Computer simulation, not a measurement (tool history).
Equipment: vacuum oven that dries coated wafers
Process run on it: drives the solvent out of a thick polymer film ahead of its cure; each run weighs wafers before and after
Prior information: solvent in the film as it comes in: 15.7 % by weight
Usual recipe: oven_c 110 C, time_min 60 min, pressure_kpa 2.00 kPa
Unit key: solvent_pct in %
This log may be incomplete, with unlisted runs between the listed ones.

{"run": 1, "hour": 0.0, "oven_c": 110, "time_min": 60, "pressure_kpa": 2.0, "solvent_pct": 3.29}
{"run": 2, "hour": 99.0, "oven_c": 110, "time_min": 60, "pressure_kpa": 2.0, "solvent_pct": 3.38}
{"run": 3, "hour": 208.4, "oven_c": 110, "time_min": 60, "pressure_kpa": 2.0, "solvent_pct": 3.17}
{"run": 4, "hour": 317.0, "oven_c": 110, "time_min": 60, "pressure_kpa": 2.0, "solvent_pct": 3.32}
{"run": 5, "hour": 397.3, "oven_c": 110, "time_min": 60, "pressure_kpa": 2.0, "solvent_pct": 3.34}
{"run": 6, "hour": 492.5, "oven_c": 110, "time_min": 60, "pressure_kpa": 1.1, "solvent_pct": 2.3}
{"run": 7, "hour": 550.9, "oven_c": 110, "time_min": 60, "pressure_kpa": 2.0, "solvent_pct": 3.39}
{"run": 8, "hour": 605.5, "oven_c": 110, "time_min": 60, "pressure_kpa": 2.0, "solvent_pct": 3.36}
{"run": 9, "hour": 670.9, "oven_c": 110, "time_min": 60, "pressure_kpa": 2.0, "solvent_pct": 3.42}
{"run": 10, "hour": 758.3, "oven_c": 110, "time_min": 98, "pressure_kpa": 2.0, "solvent_pct": 3.29}
{"hour": 771.1, "done": "oven's thermocouples calibrated"}
{"run": 11, "hour": 823.7, "oven_c": 110, "time_min": 98, "pressure_kpa": 2.0, "solvent_pct": 3.28}
{"run": 12, "hour": 936.9, "oven_c": 110, "time_min": 60, "pressure_kpa": 2.0, "solvent_pct": 3.68}
{"run": 13, "hour": 989.0, "oven_c": 110, "time_min": 60, "pressure_kpa": 2.0, "solvent_pct": 3.65}
{"run": 14, "hour": 1039.5, "oven_c": 110, "time_min": 60, "pressure_kpa": 2.0, "solvent_pct": 3.67}
{"run": 15, "hour": 1132.8, "oven_c": 110, "time_min": 60, "pressure_kpa": 2.0, "solvent_pct": 3.78}
{"hour": 1240.9, "done": "vacuum gauge cleaned of residue and calibrated"}
{"run": 16, "hour": 1242.0, "oven_c": 110, "time_min": 60, "pressure_kpa": 2.0, "solvent_pct": 4.0}
{"run": 17, "hour": 1306.2, "oven_c": 118, "time_min": 60, "pressure_kpa": 2.0, "solvent_pct": 2.94}
{"run": 18, "hour": 1388.6, "oven_c": 110, "time_min": 60, "pressure_kpa": 2.0, "solvent_pct": 4.14}
{"run": 19, "hour": 1441.8, "oven_c": 110, "time_min": 60, "pressure_kpa": 2.0, "solvent_pct": 4.14}
{"run": 20, "hour": 1525.2, "oven_c": 110, "time_min": 60, "pressure_kpa": 2.0, "solvent_pct": 4.15}
{"run": 21, "hour": 1576.8, "oven_c": 110, "time_min": 60, "pressure_kpa": 2.0, "solvent_pct": 4.2}
{"hour": 1667.4, "done": "vacuum gauge cleaned of residue and calibrated, once more"}
{"run": 22, "hour": 1673.0, "oven_c": 110, "time_min": 60, "pressure_kpa": 2.0, "solvent_pct": 2.83}
{"run": 23, "hour": 1757.1, "oven_c": 110, "time_min": 60, "pressure_kpa": 2.0, "solvent_pct": 2.99}
{"run": 24, "hour": 1869.5, "oven_c": 109, "time_min": 60, "pressure_kpa": 4.4, "solvent_pct": 6.16}
{"run": 25, "hour": 1946.0, "oven_c": 110, "time_min": 103, "pressure_kpa": 7.27, "solvent_pct": 9.48}
{"run": 26, "hour": 2050.4, "oven_c": 124, "time_min": 60, "pressure_kpa": 2.47, "solvent_pct": 2.17}
{"run": 27, "hour": 2133.4, "oven_c": 110, "time_min": 66, "pressure_kpa": 1.15, "solvent_pct": 1.82}
{"hour": 2150.7, "done": "oven's thermocouples calibrated"}
{"run": 28, "hour": 2199.3, "oven_c": 109, "time_min": 34, "pressure_kpa": 2.0, "solvent_pct": 4.73}
{"run": 29, "hour": 2315.1, "oven_c": 96, "time_min": 33, "pressure_kpa": 2.0, "solvent_pct": 8.96}
{"run": 30, "hour": 2398.3, "oven_c": 96, "time_min": 33, "pressure_kpa": 2.0, "solvent_pct": 8.94}

Run 31, settings as shown, results not yet in. Your forecast:
{"run": 31, "hour": 2474.2, "oven_c": 96, "time_min": 33, "pressure_kpa": 2.0, "solvent_pct": "?"}

Run 31 gave solvent_pct 8.91 %.
The same run, on a tool lacking any hidden state, would have yielded solvent_pct 8.69 %.

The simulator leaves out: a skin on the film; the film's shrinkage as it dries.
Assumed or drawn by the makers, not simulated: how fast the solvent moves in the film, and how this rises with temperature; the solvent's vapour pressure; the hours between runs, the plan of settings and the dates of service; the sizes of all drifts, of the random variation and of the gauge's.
